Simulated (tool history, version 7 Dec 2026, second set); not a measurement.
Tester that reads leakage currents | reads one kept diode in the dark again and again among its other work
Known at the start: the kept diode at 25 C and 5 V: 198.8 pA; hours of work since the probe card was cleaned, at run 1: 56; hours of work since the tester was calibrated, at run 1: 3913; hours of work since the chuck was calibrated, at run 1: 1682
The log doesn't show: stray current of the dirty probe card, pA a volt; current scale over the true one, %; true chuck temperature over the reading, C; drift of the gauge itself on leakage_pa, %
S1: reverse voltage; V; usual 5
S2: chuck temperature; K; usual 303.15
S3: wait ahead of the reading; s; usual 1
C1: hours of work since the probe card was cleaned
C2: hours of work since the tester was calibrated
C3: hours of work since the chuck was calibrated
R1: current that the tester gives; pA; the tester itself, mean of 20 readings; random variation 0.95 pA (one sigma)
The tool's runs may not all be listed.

run    hour     S1      S2    S3    C1    C2    C3       R1
  1       0      5  303.15     1    56  3913  1682   317.56
  2   286.6      5  303.15     1   195  4052  1820   319.49
  3   428.9      5  307.15     1   264  4121  1889   458.83
  4   670.7      5  303.15  6.47   381  4238  2006   318.26
      841.4  -- chuck's temperature calibrated
  5   878.4      5  303.15  6.47   481  4337    18   317.82
     1066.6  -- tester calibrated
  6  1101.4      5  295.15     1   587    17   125    149.4
  7  1280.5      5  295.15     1   674   104   212   150.47
  8  1493.9      5  295.15     1   778   207   315    150.2
  9  1705.1      5  295.15     1   880   309   417   149.98
 10  1864.9      5  319.15     1   957   386   495  1287.72
 11  2132.9      5  319.15     1  1087   516   624  1281.66
 12  2290.6      5  319.15     1  1163   593   701  1283.39
 13  2545.3      5  319.15     1  1287   716   824  1282.94
 14  2694.8      5  303.15     1  1359   788   896   318.13
 15  2829.8   7.91  303.15     1  1424   854   962   409.44
 16  3044.7   7.91  303.15     1  1528   958  1066   405.67
     3073.8  -- probe card cleaned and baked
 17  3265.1      5  309.15     1    93  1063  1171   546.34
 18  3525.9      5  309.15     1   219  1189  1297   546.43
 19  3709.2      5  303.15     1   308  1278  1386   318.83
 20  3979.3      5  303.15     1   438  1409  1517   317.46
 21  4207.6      5  303.15     1   549  1519  1627   319.31
 22  4442.7      5  303.15     1   663  1633  1741   317.78
 23  4692.7      5  322.15     1   784  1754  1862  1648.95
 24  4938.2   2.71  294.15  2.01   903  1873  1981    97.58
     5157.9  -- chuck's temperature calibrated
 25  5179.8  11.33  313.15     1  1019  1989    11  1205.99
 26  5349.8  11.33  313.15   1.5  1101  2071    93  1200.86
 27  5516.5   6.47  303.15  8.78  1182  2152   174   365.91
 28  5710.4   6.47  303.15  8.78  1276  2246   267   363.54
 29  5849.1   8.91  323.15  4.03  1343  2313   335  2425.75
 30    6003   1.06  303.15  4.55  1417  2387   409   137.29
 31  6118.4   7.34  317.15  2.91  1473  2443   465  1332.01
     6265.6  -- probe card cleaned and baked
 32    6337   5.56  312.15  6.56    35  2548   569   751.81
 33    6523   2.05  298.15  6.56   125  2638   659   123.01
 34  6722.1  14.54  301.15     1   221  2734   756   473.75
 35    6907  14.54  306.15     1   311  2824   845   743.68
 36  7131.8   1.26  303.15  5.55   419  2932   954    150.3
 37  7375.8   4.25  295.15  3.95   538  3051  1072   136.52
 38  7574.8  15.47  301.15  0.48   634  3147  1169   488.73
 39  7829.4  15.47  301.15  0.48   757  3270  1292   487.81

Forecast run 40:
 40  7950.5  15.47  303.15  0.9  816  3329  1351   ?

Run 40 gave R1 589.02 pA.
Without the tool's hidden state the same run would have given R1 588.2 pA.
